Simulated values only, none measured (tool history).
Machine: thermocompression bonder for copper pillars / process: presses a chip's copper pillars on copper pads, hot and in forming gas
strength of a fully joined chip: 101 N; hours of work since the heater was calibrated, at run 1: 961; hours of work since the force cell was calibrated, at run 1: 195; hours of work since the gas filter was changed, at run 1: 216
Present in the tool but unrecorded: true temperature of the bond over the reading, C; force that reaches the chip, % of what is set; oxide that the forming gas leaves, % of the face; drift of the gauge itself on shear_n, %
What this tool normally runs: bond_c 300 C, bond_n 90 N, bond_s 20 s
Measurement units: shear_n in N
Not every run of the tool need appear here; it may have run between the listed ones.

run,hour,bond_c,bond_n,bond_s,hours of work since the heater was calibrated,hours of work since the force cell was calibrated,hours of work since the gas filter was changed,shear_n
1,0.0,300,90,20,961,195,216,57.0
# hour 3.0: forming gas filter changed
2,6.1,300,90,20,964,199,2,57.1
3,13.1,300,90,20,968,203,6,57.2
4,21.7,300,90,20,974,208,11,57.3
5,29.1,300,90,20,978,213,16,56.4
6,36.3,300,90,20,982,217,20,57.3
7,43.1,300,90,20,986,221,24,55.8
8,47.3,300,90,20,989,224,27,56.1
9,54.1,300,90,20,993,228,31,56.2
10,58.4,300,90,20,996,230,33,56.8
11,65.6,300,90,20,1000,235,38,56.6
12,74.8,300,90,20,1005,240,43,56.8
13,81.7,300,90,20,1010,244,47,55.9
14,90.6,300,90,20,1015,250,53,56.9
15,96.6,305,90,20,1019,253,56,59.1
16,102.1,305,90,20,1022,256,60,60.0
17,106.4,300,90,20,1024,259,62,56.0
18,114.0,300,90,20,1029,264,67,57.1
19,121.8,300,90,20,1034,268,71,56.9
20,127.9,274,90,11,1037,272,75,29.4
# hour 131.8: heater calibrated with a thermocouple chip
21,135.1,274,90,11,2,275,78,30.6
22,140.2,277,90,11,5,278,81,32.9
23,144.9,320,96,20,8,281,84,72.4
24,150.5,320,96,20,11,284,87,73.2
25,154.3,305,80,11,14,287,90,46.7
26,158.4,280,62,37,16,289,92,44.3
27,162.8,326,87,20,19,292,95,72.4
28,167.5,326,87,50,22,295,98,87.8
29,176.8,326,87,50,27,300,103,87.8
30,185.6,288,113,20,32,305,109,55.1
31,192.4,317,89,10,36,310,113,53.8
32,200.5,314,70,50,41,314,118,75.6
33,206.5,314,70,50,45,318,121,75.9
34,214.4,314,70,50,50,323,126,75.6
35,220.7,312,107,16,53,327,130,65.0
36,229.8,300,90,51,59,332,135,72.7
37,235.8,287,90,19,63,336,139,47.7
38,239.8,287,90,19,65,338,141,46.4

4 options for the next run, each taken on its own from the tool as it stands now. Forecast them:
A,244.2,287,57,28,68,341,144,?
B,244.2,283,85,14,68,341,144,?
C,244.2,287,76,19,68,341,144,?
D,244.2,300,90,13,68,341,144,?

run,shear_n
A,41.3
B,38.2
C,42.5
D,48.5
With no hidden state in the tool, these same runs would have given:
run,shear_n
A,41.3
B,38.3
C,42.6
D,48.6

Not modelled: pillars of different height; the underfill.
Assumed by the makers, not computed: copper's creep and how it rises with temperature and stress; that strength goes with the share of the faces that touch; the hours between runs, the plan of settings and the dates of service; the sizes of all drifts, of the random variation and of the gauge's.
